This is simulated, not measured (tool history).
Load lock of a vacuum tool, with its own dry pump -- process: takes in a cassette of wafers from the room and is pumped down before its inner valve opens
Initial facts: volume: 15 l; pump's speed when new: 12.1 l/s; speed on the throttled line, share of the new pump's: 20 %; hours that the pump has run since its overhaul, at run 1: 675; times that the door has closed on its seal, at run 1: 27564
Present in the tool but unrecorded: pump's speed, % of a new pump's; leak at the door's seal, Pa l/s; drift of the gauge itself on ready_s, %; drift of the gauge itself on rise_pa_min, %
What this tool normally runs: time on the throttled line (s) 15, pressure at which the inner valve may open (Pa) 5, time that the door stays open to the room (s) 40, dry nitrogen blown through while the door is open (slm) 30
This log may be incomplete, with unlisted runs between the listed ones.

| run | day | time on the throttled line (s) | pressure at which the inner valve may open (Pa) | time that the door stays open to the room (s) | dry nitrogen blown through while the door is open (slm) | hours that the pump has run since its overhaul | times that the door has closed on its seal | incoming humidity of the room's air, % | time from the closed door until the inner valve may open (s) | rise of the pressure with all valves shut (Pa/min) |
|---|---|---|---|---|---|---|---|---|---|---|
| 1 | 0.000 | 15 | 5 | 40 | 30 | 675 | 27564 | 42.0 | 24.7 | 0.096 |
| 2 | 14.962 | 15 | 5 | 54 | 30 | 1034 | 28181 | 46.8 | 24.5 | 0.100 |
| 3 | 23.362 | 15 | 5 | 40 | 17 | 1235 | 28528 | 44.3 | 24.6 | 0.109 |
| 4 | 32.383 | 15 | 5 | 40 | 30 | 1452 | 28900 | 47.8 | 24.3 | 0.105 |
| 5 | 42.462 | 15 | 5 | 40 | 30 | 1694 | 29315 | 43.4 | 24.4 | 0.104 |
| 6 | 56.696 | 15 | 5 | 40 | 30 | 2035 | 29902 | 45.7 | 24.6 | 0.102 |
| 7 | 66.742 | 15 | 5 | 63 | 30 | 2276 | 30316 | 42.3 | 24.8 | 0.105 |
| 8 | 82.704 | 15 | 5 | 63 | 30 | 2660 | 30974 | 44.5 | 24.6 | 0.120 |
| 9 | 94.396 | 28 | 6 | 40 | 30 | 2940 | 31456 | 43.1 | 34.7 | 0.110 |
| 10 | 107.646 | 28 | 6 | 40 | 30 | 3258 | 32003 | 46.0 | 35.0 | 0.119 |
| 11 | 119.900 | 22 | 5 | 66 | 24 | 3552 | 32508 | 46.4 | 30.3 | 0.118 |
| 12 | 137.638 | 22 | 5 | 66 | 24 | 3978 | 33239 | 46.1 | 30.3 | 0.127 |
| 13 | 152.875 | 15 | 5 | 36 | 30 | 4344 | 33868 | 45.2 | 24.6 | 0.122 |

5 ways to go on from here, each from the tool as it stands after run 13. What would each give?
| A | 165.912 | 15 | 5 | 36 | 12 | 4657 | 34405 | 45.0 | ? | ? |
| B | 165.912 | 10 | 5 | 36 | 9 | 4657 | 34405 | 46.9 | ? | ? |
| C | 165.912 | 15 | 5 | 40 | 36 | 4657 | 34405 | 43.3 | ? | ? |
| D | 165.912 | 15 | 9 | 65 | 27 | 4657 | 34405 | 46.0 | ? | ? |
| E | 165.912 | 11 | 9 | 36 | 32 | 4657 | 34405 | 44.8 | ? | ? |

| run | time from the closed door until the inner valve may open (s) | rise of the pressure with all valves shut (Pa/min) |
|---|---|---|
| A | 24.7 | 0.134 |
| B | 21.0 | 0.138 |
| C | 25.1 | 0.121 |
| D | 23.8 | 0.128 |
| E | 20.7 | 0.127 |
Take away the tool's hidden state, keep each run's random variation, and the runs would have read:
| run | time from the closed door until the inner valve may open (s) | rise of the pressure with all valves shut (Pa/min) |
|---|---|---|
| A | 24.4 | 0.030 |
| B | 20.6 | 0.035 |
| C | 24.8 | 0.019 |
| D | 23.5 | 0.024 |
| E | 20.4 | 0.022 |

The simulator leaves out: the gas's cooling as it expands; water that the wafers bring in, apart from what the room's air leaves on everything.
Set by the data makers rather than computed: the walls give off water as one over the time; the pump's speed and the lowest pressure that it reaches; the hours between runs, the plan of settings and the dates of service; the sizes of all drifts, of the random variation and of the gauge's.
